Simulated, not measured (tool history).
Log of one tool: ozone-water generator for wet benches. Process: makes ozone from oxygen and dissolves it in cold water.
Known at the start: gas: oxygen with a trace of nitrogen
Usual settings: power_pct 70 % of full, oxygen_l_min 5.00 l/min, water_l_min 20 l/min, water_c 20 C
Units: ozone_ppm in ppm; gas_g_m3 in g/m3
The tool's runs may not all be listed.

{"run": 1, "hour": 0.0, "power_pct": 70, "oxygen_l_min": 5.0, "water_l_min": 20, "water_c": 20, "ozone_ppm": 23.0, "gas_g_m3": 216.2}
{"run": 2, "hour": 80.6, "power_pct": 70, "oxygen_l_min": 5.0, "water_l_min": 20, "water_c": 20, "ozone_ppm": 23.0, "gas_g_m3": 217.6}
{"run": 3, "hour": 177.1, "power_pct": 70, "oxygen_l_min": 5.0, "water_l_min": 20, "water_c": 20, "ozone_ppm": 22.9, "gas_g_m3": 217.0}
{"run": 4, "hour": 247.3, "power_pct": 70, "oxygen_l_min": 5.0, "water_l_min": 20, "water_c": 20, "ozone_ppm": 22.5, "gas_g_m3": 216.5}
{"run": 5, "hour": 309.1, "power_pct": 70, "oxygen_l_min": 5.0, "water_l_min": 14, "water_c": 20, "ozone_ppm": 29.4, "gas_g_m3": 217.5}
{"run": 6, "hour": 373.0, "power_pct": 70, "oxygen_l_min": 3.19, "water_l_min": 14, "water_c": 20, "ozone_ppm": 31.4, "gas_g_m3": 287.8}
{"run": 7, "hour": 484.1, "power_pct": 70, "oxygen_l_min": 3.19, "water_l_min": 14, "water_c": 20, "ozone_ppm": 30.9, "gas_g_m3": 288.4}
{"run": 8, "hour": 548.4, "power_pct": 70, "oxygen_l_min": 3.19, "water_l_min": 14, "water_c": 20, "ozone_ppm": 31.1, "gas_g_m3": 287.2}
{"run": 9, "hour": 654.9, "power_pct": 70, "oxygen_l_min": 3.19, "water_l_min": 14, "water_c": 20, "ozone_ppm": 31.2, "gas_g_m3": 285.3}
{"run": 10, "hour": 726.2, "power_pct": 42, "oxygen_l_min": 5.0, "water_l_min": 20, "water_c": 20, "ozone_ppm": 15.8, "gas_g_m3": 151.1}
{"run": 11, "hour": 848.4, "power_pct": 42, "oxygen_l_min": 5.0, "water_l_min": 20, "water_c": 20, "ozone_ppm": 15.8, "gas_g_m3": 150.4}
{"run": 12, "hour": 941.3, "power_pct": 97, "oxygen_l_min": 5.0, "water_l_min": 20, "water_c": 20, "ozone_ppm": 28.1, "gas_g_m3": 270.8}
{"run": 13, "hour": 994.4, "power_pct": 58, "oxygen_l_min": 4.06, "water_l_min": 20, "water_c": 20, "ozone_ppm": 19.9, "gas_g_m3": 215.7}
{"run": 14, "hour": 1066.2, "power_pct": 81, "oxygen_l_min": 3.46, "water_l_min": 12, "water_c": 22, "ozone_ppm": 37.1, "gas_g_m3": 303.5}
{"run": 15, "hour": 1159.3, "power_pct": 70, "oxygen_l_min": 4.42, "water_l_min": 14, "water_c": 20, "ozone_ppm": 30.0, "gas_g_m3": 231.3}
{"run": 16, "hour": 1234.6, "power_pct": 70, "oxygen_l_min": 3.21, "water_l_min": 20, "water_c": 20, "ozone_ppm": 22.8, "gas_g_m3": 284.4}
{"run": 17, "hour": 1355.0, "power_pct": 70, "oxygen_l_min": 3.21, "water_l_min": 20, "water_c": 20, "ozone_ppm": 23.1, "gas_g_m3": 287.5}
{"run": 18, "hour": 1430.6, "power_pct": 48, "oxygen_l_min": 5.0, "water_l_min": 30, "water_c": 21, "ozone_ppm": 12.1, "gas_g_m3": 165.9}
{"run": 19, "hour": 1503.4, "power_pct": 70, "oxygen_l_min": 6.25, "water_l_min": 23, "water_c": 20, "ozone_ppm": 19.7, "gas_g_m3": 186.4}
{"run": 20, "hour": 1581.3, "power_pct": 100, "oxygen_l_min": 3.07, "water_l_min": 20, "water_c": 17, "ozone_ppm": 30.4, "gas_g_m3": 375.7}

Forecast each of these 5 alternatives for the next run:
{"run": "A", "hour": 1644.8, "power_pct": 100, "oxygen_l_min": 3.9, "water_l_min": 28, "water_c": 25, "ozone_ppm": "?", "gas_g_m3": "?"}
{"run": "B", "hour": 1644.8, "power_pct": 70, "oxygen_l_min": 3.8, "water_l_min": 29, "water_c": 24, "ozone_ppm": "?", "gas_g_m3": "?"}
{"run": "C", "hour": 1644.8, "power_pct": 90, "oxygen_l_min": 5.0, "water_l_min": 20, "water_c": 20, "ozone_ppm": "?", "gas_g_m3": "?"}
{"run": "D", "hour": 1644.8, "power_pct": 70, "oxygen_l_min": 6.52, "water_l_min": 20, "water_c": 13, "ozone_ppm": "?", "gas_g_m3": "?"}
{"run": "E", "hour": 1644.8, "power_pct": 100, "oxygen_l_min": 3.07, "water_l_min": 20, "water_c": 13, "ozone_ppm": "?", "gas_g_m3": "?"}

run=A ozone_ppm=20.0 gas_g_m3=322.0
run=B ozone_ppm=15.3 gas_g_m3=255.3
run=C ozone_ppm=26.5 gas_g_m3=255.4
run=D ozone_ppm=24.1 gas_g_m3=180.4
run=E ozone_ppm=31.5 gas_g_m3=376.2
Without the tool's hidden state the same runs would have given:
run=A ozone_ppm=22.2 gas_g_m3=333.7
run=B ozone_ppm=16.9 gas_g_m3=262.6
run=C ozone_ppm=29.1 gas_g_m3=264.1
run=D ozone_ppm=26.3 gas_g_m3=185.5
run=E ozone_ppm=34.6 gas_g_m3=389.8
